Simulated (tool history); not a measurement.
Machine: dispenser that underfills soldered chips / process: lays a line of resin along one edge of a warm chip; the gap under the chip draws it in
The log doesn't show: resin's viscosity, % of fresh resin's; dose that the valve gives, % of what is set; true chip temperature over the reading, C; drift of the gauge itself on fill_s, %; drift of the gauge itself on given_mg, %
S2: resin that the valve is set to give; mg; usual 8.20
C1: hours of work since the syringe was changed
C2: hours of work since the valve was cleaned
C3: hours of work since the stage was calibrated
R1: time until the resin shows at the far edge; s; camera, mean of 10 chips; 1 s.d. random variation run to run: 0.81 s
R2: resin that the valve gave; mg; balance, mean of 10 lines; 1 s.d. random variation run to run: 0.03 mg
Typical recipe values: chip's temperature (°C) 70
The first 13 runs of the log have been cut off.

-- hour=146.0 new syringe of resin
run 14 hour=146.0 | chip's_temperature_(°C)=65 S2=8.20 | C1=0 C2=58 C3=206 | R1=92.3 R2=7.96
run 15 hour=158.0 | chip's_temperature_(°C)=65 S2=8.20 | C1=8 C2=66 C3=214 | R1=144.9 R2=8.02
-- hour=161.1 dispensing valve cleaned and set on the balance
-- hour=162.4 new syringe of resin
run 16 hour=167.4 | chip's_temperature_(°C)=65 S2=8.20 | C1=3 C2=4 C3=219 | R1=109.4 R2=8.24
run 17 hour=174.0 | chip's_temperature_(°C)=65 S2=8.20 | C1=7 C2=8 C3=223 | R1=139.4 R2=8.17
-- hour=178.5 new syringe of resin
run 18 hour=180.7 | chip's_temperature_(°C)=81 S2=8.09 | C1=1 C2=12 C3=227 | R1=51.0 R2=8.00
-- hour=193.5 new syringe of resin
run 19 hour=194.0 | chip's_temperature_(°C)=81 S2=8.20 | C1=0 C2=21 C3=236 | R1=46.4 R2=8.18
run 20 hour=203.4 | chip's_temperature_(°C)=81 S2=8.20 | C1=6 C2=27 C3=242 | R1=67.1 R2=8.11
-- hour=208.7 new syringe of resin
run 21 hour=211.1 | chip's_temperature_(°C)=81 S2=8.20 | C1=2 C2=32 C3=247 | R1=50.6 R2=8.07
-- hour=224.0 new syringe of resin
run 22 hour=225.2 | chip's_temperature_(°C)=79 S2=8.57 | C1=1 C2=41 C3=255 | R1=51.9 R2=8.40
run 23 hour=236.2 | chip's_temperature_(°C)=64 S2=9.10 | C1=8 C2=48 C3=263 | R1=147.1 R2=8.91
-- hour=239.3 new syringe of resin
run 24 hour=246.9 | chip's_temperature_(°C)=72 S2=8.64 | C1=5 C2=54 C3=269 | R1=88.9 R2=8.41
-- hour=254.4 new syringe of resin
run 25 hour=260.3 | chip's_temperature_(°C)=66 S2=7.05 | C1=4 C2=63 C3=278 | R1=114.0 R2=6.82
-- hour=268.4 dispensing valve cleaned and set on the balance
-- hour=270.3 new syringe of resin
run 26 hour=274.7 | chip's_temperature_(°C)=70 S2=7.55 | C1=3 C2=4 C3=286 | R1=84.5 R2=7.55
-- hour=286.1 new syringe of resin
run 27 hour=286.1 | chip's_temperature_(°C)=70 S2=7.55 | C1=0 C2=11 C3=293 | R1=75.8 R2=7.51
run 28 hour=292.0 | chip's_temperature_(°C)=70 S2=8.32 | C1=4 C2=15 C3=297 | R1=91.1 R2=8.29
-- hour=301.6 new syringe of resin
run 29 hour=305.3 | chip's_temperature_(°C)=65 S2=9.46 | C1=2 C2=23 C3=306 | R1=104.6 R2=9.30
run 30 hour=315.0 | chip's_temperature_(°C)=56 S2=8.01 | C1=9 C2=30 C3=312 | R1=227.5 R2=7.88
-- hour=317.3 new syringe of resin
run 31 hour=328.1 | chip's_temperature_(°C)=72 S2=8.01 | C1=7 C2=38 C3=320 | R1=97.9 R2=7.88
-- hour=332.8 new syringe of resin
run 32 hour=336.8 | chip's_temperature_(°C)=76 S2=8.34 | C1=3 C2=43 C3=326 | R1=67.1 R2=8.19
-- hour=347.9 new syringe of resin
run 33 hour=348.5 | chip's_temperature_(°C)=76 S2=8.34 | C1=0 C2=51 C3=333 | R1=57.7 R2=8.18
run 34 hour=361.9 | chip's_temperature_(°C)=76 S2=8.25 | C1=9 C2=59 C3=342 | R1=93.3 R2=7.98

Branching from run 34: 5 alternative next runs. What would each branch give?
-- hour=363.4 new syringe of resin
run A hour=371.3 | chip's_temperature_(°C)=70 S2=9.17 | C1=5 C2=65 C3=348 | R1=? R2=?
-- hour=363.4 new syringe of resin
run B hour=371.3 | chip's_temperature_(°C)=76 S2=8.49 | C1=5 C2=65 C3=348 | R1=? R2=?
-- hour=363.4 new syringe of resin
run C hour=371.3 | chip's_temperature_(°C)=76 S2=7.28 | C1=5 C2=65 C3=348 | R1=? R2=?
-- hour=363.4 new syringe of resin
run D hour=371.3 | chip's_temperature_(°C)=68 S2=10.59 | C1=5 C2=65 C3=348 | R1=? R2=?
-- hour=363.4 new syringe of resin
run E hour=371.3 | chip's_temperature_(°C)=76 S2=7.52 | C1=5 C2=65 C3=348 | R1=? R2=?

run=A R1=95.3 R2=8.91
run=B R1=75.3 R2=8.22
run=C R1=77.8 R2=7.04
run=D R1=103.3 R2=10.30
run=E R1=77.5 R2=7.27
Had the tool no hidden state, the same runs would have come out as:
run=A R1=73.5 R2=9.20
run=B R1=58.0 R2=8.49
run=C R1=59.7 R2=7.26
run=D R1=79.9 R2=10.62
run=E R1=59.5 R2=7.50
